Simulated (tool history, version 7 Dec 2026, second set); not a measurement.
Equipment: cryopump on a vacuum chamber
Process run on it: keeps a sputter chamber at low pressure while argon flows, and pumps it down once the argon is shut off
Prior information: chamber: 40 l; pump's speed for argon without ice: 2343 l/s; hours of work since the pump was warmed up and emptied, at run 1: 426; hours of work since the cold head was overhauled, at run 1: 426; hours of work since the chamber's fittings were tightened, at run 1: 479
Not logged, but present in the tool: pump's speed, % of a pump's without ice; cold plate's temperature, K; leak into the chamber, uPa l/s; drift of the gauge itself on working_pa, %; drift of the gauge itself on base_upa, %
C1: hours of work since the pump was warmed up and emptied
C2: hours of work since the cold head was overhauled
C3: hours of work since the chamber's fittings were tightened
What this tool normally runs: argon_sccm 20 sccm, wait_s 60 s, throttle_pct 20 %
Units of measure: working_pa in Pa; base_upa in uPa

Run 1, hour 0: usual settings; C1 426; C2 426; C3 479. Result: working_pa 0.0749 Pa, base_upa 0.59 uPa.
Run 2, hour 22.7: usual settings; C1 436; C2 436; C3 488. Result: working_pa 0.0766 Pa, base_upa 0.53 uPa.
Run 3, hour 37.4: usual settings; C1 442; C2 442; C3 494. Result: working_pa 0.0755 Pa, base_upa 0.59 uPa.
Run 4, hour 53.3: usual settings but throttle_pct 18 %; C1 449; C2 449; C3 501. Result: working_pa 0.0835 Pa, base_upa 0.57 uPa.
Run 5, hour 80.5: usual settings but throttle_pct 21 %; C1 460; C2 460; C3 513. Result: working_pa 0.072 Pa, base_upa 0.55 uPa.
Run 6, hour 102.5: usual settings but throttle_pct 28 %; C1 470; C2 470; C3 522. Result: working_pa 0.0549 Pa, base_upa 0.53 uPa.
Run 7, hour 115.9: usual settings but throttle_pct 28 %; C1 475; C2 475; C3 528. Result: working_pa 0.0541 Pa, base_upa 0.58 uPa.
Run 8, hour 128.9: usual settings; C1 481; C2 481; C3 533. Result: working_pa 0.0753 Pa, base_upa 0.59 uPa.
Run 9, hour 150.1: usual settings but throttle_pct 46 %; C1 490; C2 490; C3 542. Result: working_pa 0.034 Pa, base_upa 0.57 uPa.
Run 10, hour 171.6: usual settings; C1 499; C2 499; C3 551. Result: working_pa 0.076 Pa, base_upa 0.56 uPa.
Run 11, hour 197.9: usual settings; C1 510; C2 510; C3 563. Result: working_pa 0.0752 Pa, base_upa 0.58 uPa.
Run 12, hour 218.7: usual settings but wait_s 37 s; C1 519; C2 519; C3 571. Result: working_pa 0.0761 Pa, base_upa 0.77 uPa.
Run 13, hour 233.9: usual settings but argon_sccm 12 sccm, wait_s 128 s, throttle_pct 27 %; C1 525; C2 525; C3 578. Result: working_pa 0.0329 Pa, base_upa 0.4 uPa.
Run 14, hour 262.9: usual settings but argon_sccm 12 sccm, wait_s 162 s; C1 538; C2 538; C3 590. Result: working_pa 0.0464 Pa, base_upa 0.38 uPa.
Run 15, hour 285.3: usual settings but argon_sccm 8 sccm, wait_s 70 s; C1 547; C2 547; C3 600. Result: working_pa 0.0309 Pa, base_upa 0.57 uPa.
Run 16, hour 306.7: usual settings but argon_sccm 8 sccm, wait_s 70 s; C1 556; C2 556; C3 609. Result: working_pa 0.0305 Pa, base_upa 0.53 uPa.
Run 17, hour 331.5: usual settings but argon_sccm 8 sccm, wait_s 70 s; C1 567; C2 567; C3 619. Result: working_pa 0.0305 Pa, base_upa 0.57 uPa.
Run 18, hour 352.5: usual settings but wait_s 86 s; C1 576; C2 576; C3 628. Result: working_pa 0.0767 Pa, base_upa 0.48 uPa.
Run 19, hour 373.8: usual settings but argon_sccm 15 sccm, wait_s 25 s, throttle_pct 58 %; C1 585; C2 585; C3 637. Result: working_pa 0.0211 Pa, base_upa 1.06 uPa.
Run 20, hour 391: usual settings but argon_sccm 9 sccm, wait_s 151 s, throttle_pct 32 %; C1 592; C2 592; C3 645. Result: working_pa 0.0233 Pa, base_upa 0.42 uPa.
Run 21, hour 406.6: usual settings but argon_sccm 15 sccm, throttle_pct 33 %; C1 599; C2 599; C3 651. Result: working_pa 0.0369 Pa, base_upa 0.63 uPa.
Run 22, hour 426.8: usual settings but argon_sccm 38 sccm, wait_s 183 s; C1 607; C2 607; C3 660. Result: working_pa 0.1457 Pa, base_upa 0.38 uPa.
Run 23, hour 456.7: usual settings but argon_sccm 26 sccm, wait_s 57 s, throttle_pct 19 %; C1 620; C2 620; C3 672. Result: working_pa 0.1058 Pa, base_upa 0.59 uPa.
Run 24, hour 472.3: usual settings but wait_s 101 s, throttle_pct 36 %; C1 627; C2 627; C3 679. Result: working_pa 0.0449 Pa, base_upa 0.5 uPa.

Branching from run 24: 4 alternative next runs. What would each branch give?
Run A, hour 491.5: usual settings but argon_sccm 16 sccm, wait_s 243 s; C1 635; C2 635; C3 687. Result: working_pa ?, base_upa ?.
Run B, hour 491.5: usual settings but argon_sccm 13 sccm, wait_s 63 s; C1 635; C2 635; C3 687. Result: working_pa ?, base_upa ?.
Run C, hour 491.5: usual settings but wait_s 28 s, throttle_pct 36 %; C1 635; C2 635; C3 687. Result: working_pa ?, base_upa ?.
Run D, hour 491.5: usual settings but wait_s 43 s, throttle_pct 42 %; C1 635; C2 635; C3 687. Result: working_pa ?, base_upa ?.

run  working_pa  base_upa
  A      0.0623      0.33
  B      0.0505      0.59
  C      0.0449      0.94
  D      0.0392      0.75
Take away the tool's hidden state, keep each run's random variation, and the runs would have read:
run  working_pa  base_upa
  A      0.0585      0.17
  B      0.0473      0.43
  C      0.0401      0.78
  D      0.0344      0.58

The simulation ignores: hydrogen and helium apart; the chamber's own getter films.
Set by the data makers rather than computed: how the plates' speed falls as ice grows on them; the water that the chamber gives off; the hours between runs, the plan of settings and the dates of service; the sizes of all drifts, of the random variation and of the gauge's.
